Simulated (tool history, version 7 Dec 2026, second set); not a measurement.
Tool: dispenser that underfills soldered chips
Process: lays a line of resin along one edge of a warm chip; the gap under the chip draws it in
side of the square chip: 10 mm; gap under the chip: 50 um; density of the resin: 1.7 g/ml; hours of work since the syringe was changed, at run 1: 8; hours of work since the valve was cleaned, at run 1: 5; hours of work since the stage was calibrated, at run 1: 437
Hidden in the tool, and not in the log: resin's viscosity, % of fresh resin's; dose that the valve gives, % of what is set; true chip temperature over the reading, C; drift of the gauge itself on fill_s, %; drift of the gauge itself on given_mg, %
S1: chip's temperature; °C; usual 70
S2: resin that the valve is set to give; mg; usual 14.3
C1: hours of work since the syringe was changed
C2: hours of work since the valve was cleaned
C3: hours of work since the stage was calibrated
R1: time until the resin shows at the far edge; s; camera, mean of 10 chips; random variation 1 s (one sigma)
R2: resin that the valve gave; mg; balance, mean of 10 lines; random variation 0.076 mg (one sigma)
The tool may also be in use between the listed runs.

{"run": 1, "hour": 0.0, "S1": 70, "S2": 14.3, "C1": 8, "C2": 5, "C3": 437, "R1": 188.2, "R2": 14.2}
{"hour": 3.2, "done": "new syringe of resin"}
{"run": 2, "hour": 13.7, "S1": 70, "S2": 14.3, "C1": 8, "C2": 15, "C3": 448, "R1": 195, "R2": 14.14}
{"hour": 16.9, "done": "new syringe of resin"}
{"run": 3, "hour": 26.9, "S1": 70, "S2": 14.3, "C1": 8, "C2": 25, "C3": 457, "R1": 189.6, "R2": 13.98}
{"hour": 29.7, "done": "new syringe of resin"}
{"run": 4, "hour": 38.7, "S1": 70, "S2": 14.3, "C1": 7, "C2": 34, "C3": 466, "R1": 179, "R2": 14.06}
{"hour": 42.8, "done": "new syringe of resin"}
{"run": 5, "hour": 46.6, "S1": 70, "S2": 14.3, "C1": 3, "C2": 40, "C3": 472, "R1": 125.2, "R2": 13.79}
{"hour": 56.0, "done": "new syringe of resin"}
{"run": 6, "hour": 62.6, "S1": 70, "S2": 14.3, "C1": 5, "C2": 51, "C3": 484, "R1": 141.6, "R2": 13.63}
{"hour": 69.9, "done": "new syringe of resin"}
{"run": 7, "hour": 72.9, "S1": 70, "S2": 16.8, "C1": 2, "C2": 59, "C3": 491, "R1": 116.9, "R2": 16.01}
{"hour": 83.5, "done": "new syringe of resin"}
{"run": 8, "hour": 86.0, "S1": 70, "S2": 16.8, "C1": 2, "C2": 69, "C3": 501, "R1": 111, "R2": 15.82}
{"hour": 96.6, "done": "new syringe of resin"}
{"run": 9, "hour": 97.5, "S1": 70, "S2": 17.9, "C1": 1, "C2": 77, "C3": 509, "R1": 101.1, "R2": 16.78}
{"hour": 110.1, "done": "new syringe of resin"}
{"run": 10, "hour": 110.1, "S1": 70, "S2": 17.9, "C1": 0, "C2": 87, "C3": 519, "R1": 93.1, "R2": 16.83}
{"run": 11, "hour": 119.6, "S1": 70, "S2": 17.9, "C1": 7, "C2": 94, "C3": 526, "R1": 174, "R2": 16.63}
{"hour": 123.0, "done": "new syringe of resin"}
{"run": 12, "hour": 135.2, "S1": 70, "S2": 14.3, "C1": 9, "C2": 105, "C3": 538, "R1": 218.8, "R2": 13.12}
{"hour": 136.2, "done": "new syringe of resin"}
{"hour": 149.7, "done": "new syringe of resin"}
{"run": 13, "hour": 151.3, "S1": 70, "S2": 14.3, "C1": 1, "C2": 117, "C3": 549, "R1": 107.7, "R2": 13.09}
{"hour": 161.5, "done": "dispensing valve cleaned and set on the balance"}
{"run": 14, "hour": 162.7, "S1": 70, "S2": 14.3, "C1": 9, "C2": 1, "C3": 557, "R1": 210, "R2": 14.3}
{"hour": 163.9, "done": "new syringe of resin"}
{"run": 15, "hour": 172.8, "S1": 70, "S2": 14.3, "C1": 7, "C2": 8, "C3": 565, "R1": 167.9, "R2": 14.21}
{"hour": 177.6, "done": "new syringe of resin"}
{"run": 16, "hour": 180.6, "S1": 66, "S2": 14.3, "C1": 2, "C2": 14, "C3": 570, "R1": 131, "R2": 14.08}
{"hour": 191.0, "done": "new syringe of resin"}
{"run": 17, "hour": 191.0, "S1": 79, "S2": 16.1, "C1": 0, "C2": 22, "C3": 578, "R1": 68.8, "R2": 15.85}
{"run": 18, "hour": 198.7, "S1": 70, "S2": 14.6, "C1": 6, "C2": 27, "C3": 584, "R1": 157.9, "R2": 14.29}
{"hour": 203.8, "done": "new syringe of resin"}
{"run": 19, "hour": 208.8, "S1": 61, "S2": 15.1, "C1": 4, "C2": 35, "C3": 591, "R1": 179.1, "R2": 14.78}
{"hour": 217.0, "done": "new syringe of resin"}
{"run": 20, "hour": 218.1, "S1": 61, "S2": 15.3, "C1": 1, "C2": 42, "C3": 598, "R1": 138, "R2": 14.91}
{"run": 21, "hour": 225.8, "S1": 70, "S2": 13.2, "C1": 7, "C2": 48, "C3": 604, "R1": 175.4, "R2": 12.65}
{"hour": 230.0, "done": "new syringe of resin"}
{"run": 22, "hour": 239.3, "S1": 73, "S2": 15.4, "C1": 7, "C2": 58, "C3": 614, "R1": 158.8, "R2": 14.76}
{"hour": 243.4, "done": "new syringe of resin"}
{"run": 23, "hour": 253.7, "S1": 73, "S2": 15.4, "C1": 8, "C2": 68, "C3": 625, "R1": 169.1, "R2": 14.65}

Run 24 comes next. What will it give?
{"hour": 256.1, "done": "new syringe of resin"}
{"run": 24, "hour": 262.4, "S1": 64, "S2": 16.6, "C1": 5, "C2": 75, "C3": 631, "R1": "?", "R2": "?"}

Run 24 gave R1 177 s, R2 15.69 mg.
Without the tool's hidden state the same run would have given R1 123.5 s, R2 16.62 mg.
